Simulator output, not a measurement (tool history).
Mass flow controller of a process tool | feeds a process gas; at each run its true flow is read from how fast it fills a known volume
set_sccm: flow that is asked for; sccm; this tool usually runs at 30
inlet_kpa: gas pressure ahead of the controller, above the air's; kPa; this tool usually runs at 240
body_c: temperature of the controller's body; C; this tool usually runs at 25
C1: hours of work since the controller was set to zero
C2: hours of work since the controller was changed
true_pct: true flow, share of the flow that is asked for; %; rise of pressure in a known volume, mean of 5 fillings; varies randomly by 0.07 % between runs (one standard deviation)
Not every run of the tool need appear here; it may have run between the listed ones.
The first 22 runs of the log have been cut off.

{"run": 23, "hour": 2866.7, "set_sccm": 30, "inlet_kpa": 240, "body_c": 25, "C1": 4307, "C2": 4307, "true_pct": 97.04}
{"run": 24, "hour": 2989.9, "set_sccm": 30, "inlet_kpa": 240, "body_c": 25, "C1": 4378, "C2": 4378, "true_pct": 96.82}
{"run": 25, "hour": 3088.7, "set_sccm": 19, "inlet_kpa": 160, "body_c": 25, "C1": 4434, "C2": 4434, "true_pct": 96.78}
{"run": 26, "hour": 3195.9, "set_sccm": 9, "inlet_kpa": 160, "body_c": 25, "C1": 4496, "C2": 4496, "true_pct": 96.16}
{"run": 27, "hour": 3307.7, "set_sccm": 30, "inlet_kpa": 255, "body_c": 25, "C1": 4560, "C2": 4560, "true_pct": 96.54}
{"run": 28, "hour": 3481.3, "set_sccm": 30, "inlet_kpa": 255, "body_c": 25, "C1": 4659, "C2": 4659, "true_pct": 96.35}
{"run": 29, "hour": 3600.0, "set_sccm": 30, "inlet_kpa": 255, "body_c": 25, "C1": 4727, "C2": 4727, "true_pct": 96.28}
{"run": 30, "hour": 3685.7, "set_sccm": 24, "inlet_kpa": 240, "body_c": 22, "C1": 4776, "C2": 4776, "true_pct": 95.79}
{"run": 31, "hour": 3797.4, "set_sccm": 30, "inlet_kpa": 240, "body_c": 31, "C1": 4840, "C2": 4840, "true_pct": 96.72}
{"run": 32, "hour": 3939.7, "set_sccm": 30, "inlet_kpa": 240, "body_c": 31, "C1": 4921, "C2": 4921, "true_pct": 96.72}
{"run": 33, "hour": 4071.5, "set_sccm": 8, "inlet_kpa": 188, "body_c": 24, "C1": 4997, "C2": 4997, "true_pct": 95.45}
{"hour": 4128.1, "done": "gauge calibrated"}
{"run": 34, "hour": 4215.8, "set_sccm": 16, "inlet_kpa": 188, "body_c": 29, "C1": 5079, "C2": 5079, "true_pct": 98.78}
{"run": 35, "hour": 4343.1, "set_sccm": 16, "inlet_kpa": 253, "body_c": 21, "C1": 5152, "C2": 5152, "true_pct": 97.76}
{"run": 36, "hour": 4484.3, "set_sccm": 12, "inlet_kpa": 168, "body_c": 28, "C1": 5233, "C2": 5233, "true_pct": 98.46}
{"run": 37, "hour": 4633.2, "set_sccm": 17, "inlet_kpa": 276, "body_c": 31, "C1": 5318, "C2": 5318, "true_pct": 98.28}
{"run": 38, "hour": 4773.1, "set_sccm": 17, "inlet_kpa": 276, "body_c": 31, "C1": 5398, "C2": 5398, "true_pct": 98.18}
{"run": 39, "hour": 4922.7, "set_sccm": 17, "inlet_kpa": 276, "body_c": 31, "C1": 5483, "C2": 5483, "true_pct": 98.09}
{"run": 40, "hour": 5033.9, "set_sccm": 17, "inlet_kpa": 276, "body_c": 24, "C1": 5547, "C2": 5547, "true_pct": 97.2}
{"run": 41, "hour": 5138.3, "set_sccm": 17, "inlet_kpa": 276, "body_c": 24, "C1": 5607, "C2": 5607, "true_pct": 97.33}
{"run": 42, "hour": 5290.2, "set_sccm": 17, "inlet_kpa": 276, "body_c": 24, "C1": 5694, "C2": 5694, "true_pct": 97.26}
{"run": 43, "hour": 5376.6, "set_sccm": 17, "inlet_kpa": 276, "body_c": 24, "C1": 5743, "C2": 5743, "true_pct": 97.16}
{"run": 44, "hour": 5502.1, "set_sccm": 17, "inlet_kpa": 276, "body_c": 24, "C1": 5815, "C2": 5815, "true_pct": 96.96}
{"run": 45, "hour": 5595.9, "set_sccm": 47, "inlet_kpa": 181, "body_c": 31, "C1": 5869, "C2": 5869, "true_pct": 99.6}
{"run": 46, "hour": 5684.7, "set_sccm": 11, "inlet_kpa": 275, "body_c": 23, "C1": 5919, "C2": 5919, "true_pct": 96.66}
{"run": 47, "hour": 5829.8, "set_sccm": 11, "inlet_kpa": 179, "body_c": 23, "C1": 6002, "C2": 6002, "true_pct": 97.03}

Alternative continuations, all from the tool just after run 47; predict every row:
{"run": "A", "hour": 5981.4, "set_sccm": 11, "inlet_kpa": 179, "body_c": 35, "C1": 6089, "C2": 6089, "true_pct": "?"}
{"run": "B", "hour": 5981.4, "set_sccm": 37, "inlet_kpa": 179, "body_c": 23, "C1": 6089, "C2": 6089, "true_pct": "?"}
{"run": "C", "hour": 5981.4, "set_sccm": 11, "inlet_kpa": 179, "body_c": 23, "C1": 6089, "C2": 6089, "true_pct": "?"}
{"run": "D", "hour": 5981.4, "set_sccm": 30, "inlet_kpa": 151, "body_c": 22, "C1": 6089, "C2": 6089, "true_pct": "?"}

run=A true_pct=97.91
run=B true_pct=98.11
run=C true_pct=97.02
run=D true_pct=97.93
Without the tool's hidden state the same runs would have given:
run=A true_pct=99.15
run=B true_pct=99.38
run=C true_pct=98.25
run=D true_pct=99.2

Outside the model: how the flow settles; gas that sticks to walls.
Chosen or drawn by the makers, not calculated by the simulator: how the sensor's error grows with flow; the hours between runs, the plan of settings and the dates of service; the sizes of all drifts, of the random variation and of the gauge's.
